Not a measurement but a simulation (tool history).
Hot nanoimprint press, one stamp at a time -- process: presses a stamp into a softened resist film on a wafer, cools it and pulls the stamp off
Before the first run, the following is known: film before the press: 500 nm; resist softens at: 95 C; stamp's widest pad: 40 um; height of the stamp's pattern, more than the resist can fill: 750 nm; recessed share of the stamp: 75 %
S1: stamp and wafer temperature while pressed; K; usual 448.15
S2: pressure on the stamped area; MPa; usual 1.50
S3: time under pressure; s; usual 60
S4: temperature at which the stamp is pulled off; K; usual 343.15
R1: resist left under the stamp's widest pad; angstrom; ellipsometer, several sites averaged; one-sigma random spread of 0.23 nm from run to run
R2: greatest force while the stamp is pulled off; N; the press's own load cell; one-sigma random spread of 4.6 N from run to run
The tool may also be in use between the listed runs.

{"run": 1, "hour": 0.0, "S1": 448.15, "S2": 1.5, "S3": 60, "S4": 343.15, "R1": 2175, "R2": 227}
{"run": 2, "hour": 16.1, "S1": 448.15, "S2": 1.5, "S3": 60, "S4": 343.15, "R1": 2173, "R2": 232}
{"run": 3, "hour": 26.7, "S1": 448.15, "S2": 1.5, "S3": 60, "S4": 343.15, "R1": 2173, "R2": 231}
{"run": 4, "hour": 37.0, "S1": 448.15, "S2": 1.5, "S3": 53, "S4": 343.15, "R1": 2283, "R2": 236}
{"run": 5, "hour": 55.8, "S1": 448.15, "S2": 1.5, "S3": 53, "S4": 343.15, "R1": 2281, "R2": 234}
{"run": 6, "hour": 68.9, "S1": 448.15, "S2": 1.5, "S3": 53, "S4": 343.15, "R1": 2286, "R2": 235}
{"run": 7, "hour": 77.6, "S1": 448.15, "S2": 0.9, "S3": 60, "S4": 343.15, "R1": 2646, "R2": 231}
{"run": 8, "hour": 87.2, "S1": 448.15, "S2": 0.9, "S3": 60, "S4": 343.15, "R1": 2646, "R2": 223}
{"run": 9, "hour": 99.6, "S1": 446.15, "S2": 1.5, "S3": 60, "S4": 343.15, "R1": 2347, "R2": 221}
{"run": 10, "hour": 112.9, "S1": 448.15, "S2": 1.5, "S3": 60, "S4": 328.15, "R1": 2172, "R2": 248}
{"run": 11, "hour": 125.1, "S1": 448.15, "S2": 1.5, "S3": 60, "S4": 328.15, "R1": 2169, "R2": 247}
{"hour": 138.3, "done": "stamp cleaned and given a new release coat"}
{"run": 12, "hour": 140.4, "S1": 458.15, "S2": 1.5, "S3": 60, "S4": 343.15, "R1": 1465, "R2": 218}
{"run": 13, "hour": 156.0, "S1": 448.15, "S2": 1.5, "S3": 90, "S4": 343.15, "R1": 1833, "R2": 238}
{"run": 14, "hour": 170.0, "S1": 448.15, "S2": 1.5, "S3": 60, "S4": 343.15, "R1": 2175, "R2": 224}
{"run": 15, "hour": 183.9, "S1": 448.15, "S2": 1.5, "S3": 73, "S4": 343.15, "R1": 2005, "R2": 219}
{"run": 16, "hour": 192.9, "S1": 439.15, "S2": 1.5, "S3": 53, "S4": 343.15, "R1": 3161, "R2": 225}
{"run": 17, "hour": 200.8, "S1": 448.15, "S2": 2.11, "S3": 60, "S4": 328.15, "R1": 1880, "R2": 258}
{"run": 18, "hour": 218.7, "S1": 448.15, "S2": 2.11, "S3": 60, "S4": 328.15, "R1": 1883, "R2": 246}
{"run": 19, "hour": 228.0, "S1": 456.15, "S2": 1.08, "S3": 40, "S4": 333.15, "R1": 2171, "R2": 234}
{"run": 20, "hour": 246.4, "S1": 448.15, "S2": 1.5, "S3": 60, "S4": 344.15, "R1": 2173, "R2": 223}
{"run": 21, "hour": 261.3, "S1": 448.15, "S2": 1.53, "S3": 60, "S4": 337.15, "R1": 2156, "R2": 237}
{"run": 22, "hour": 276.8, "S1": 448.15, "S2": 0.94, "S3": 60, "S4": 343.15, "R1": 2607, "R2": 225}
{"run": 23, "hour": 296.0, "S1": 448.15, "S2": 0.94, "S3": 60, "S4": 343.15, "R1": 2605, "R2": 223}
{"run": 24, "hour": 313.7, "S1": 436.15, "S2": 1.79, "S3": 38, "S4": 340.15, "R1": 3610, "R2": 238}
{"run": 25, "hour": 321.7, "S1": 436.15, "S2": 0.96, "S3": 38, "S4": 340.15, "R1": 4091, "R2": 238}
{"hour": 334.3, "done": "plate thermocouple calibrated"}
{"run": 26, "hour": 343.1, "S1": 436.15, "S2": 0.96, "S3": 38, "S4": 340.15, "R1": 4087, "R2": 234}
{"run": 27, "hour": 353.7, "S1": 436.15, "S2": 0.96, "S3": 38, "S4": 340.15, "R1": 4095, "R2": 233}

Branching from run 27: 5 alternative next runs. What would each branch give?
{"run": "A", "hour": 368.6, "S1": 436.15, "S2": 0.96, "S3": 78, "S4": 340.15, "R1": "?", "R2": "?"}
{"run": "B", "hour": 368.6, "S1": 448.15, "S2": 1.86, "S3": 60, "S4": 343.15, "R1": "?", "R2": "?"}
{"run": "C", "hour": 368.6, "S1": 436.15, "S2": 0.96, "S3": 93, "S4": 346.15, "R1": "?", "R2": "?"}
{"run": "D", "hour": 368.6, "S1": 444.15, "S2": 1.78, "S3": 60, "S4": 349.15, "R1": "?", "R2": "?"}
{"run": "E", "hour": 368.6, "S1": 436.15, "S2": 1.42, "S3": 34, "S4": 338.15, "R1": "?", "R2": "?"}

run=A R1=3520 R2=226
run=B R1=1987 R2=221
run=C R1=3368 R2=218
run=D R1=2376 R2=217
run=E R1=3881 R2=232
Without the tool's hidden state the same runs would have given:
run=A R1=3520 R2=226
run=B R1=1987 R2=221
run=C R1=3367 R2=217
run=D R1=2375 R2=216
run=E R1=3881 R2=231
